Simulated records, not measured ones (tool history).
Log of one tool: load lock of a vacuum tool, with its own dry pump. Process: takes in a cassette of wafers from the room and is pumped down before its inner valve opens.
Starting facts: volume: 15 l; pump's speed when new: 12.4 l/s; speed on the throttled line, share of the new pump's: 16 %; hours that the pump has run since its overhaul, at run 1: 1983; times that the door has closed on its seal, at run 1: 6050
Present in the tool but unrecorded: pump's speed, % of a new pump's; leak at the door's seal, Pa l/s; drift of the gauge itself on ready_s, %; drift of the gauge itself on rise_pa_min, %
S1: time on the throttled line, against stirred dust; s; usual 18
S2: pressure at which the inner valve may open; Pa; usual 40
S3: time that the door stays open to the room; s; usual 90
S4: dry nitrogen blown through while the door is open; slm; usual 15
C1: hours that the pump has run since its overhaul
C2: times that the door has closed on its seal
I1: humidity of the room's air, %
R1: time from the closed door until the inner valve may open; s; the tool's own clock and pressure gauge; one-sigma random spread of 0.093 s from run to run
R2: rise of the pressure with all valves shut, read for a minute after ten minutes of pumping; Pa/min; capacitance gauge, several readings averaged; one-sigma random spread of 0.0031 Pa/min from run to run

run	hour	S1	S2	S3	S4	C1	C2	I1	R1	R2
1	0	18	40	90	15	1983	6050	43.3	24.72	0.069
2	113	18	40	90	15	2096	6169	45.6	24.78	0.072
3	255.9	18	40	90	15	2239	6319	45.8	24.89	0.072
4	380.1	18	40	90	15	2363	6450	45.5	24.73	0.073
5	482	18	40	90	15	2465	6557	45.6	24.81	0.074
6	575.1	18	40	90	15	2558	6655	47.6	24.74	0.075
7	717.2	18	40	90	15	2700	6804	45.9	24.87	0.076
8	792.6	18	40	90	15	2775	6883	40.8	24.96	0.069
9	916.2	18	40	90	15	2899	7013	43.6	24.87	0.077

The next listed run, before its measurement:
10	1017.3	18	40	90	15	3000	7120	46.2	?	?

Run 10 produced R1 24.81 s, R2 0.081 Pa/min.
The same run, on a tool lacking any hidden state, would have yielded R1 24.46 s, R2 0.075 Pa/min.
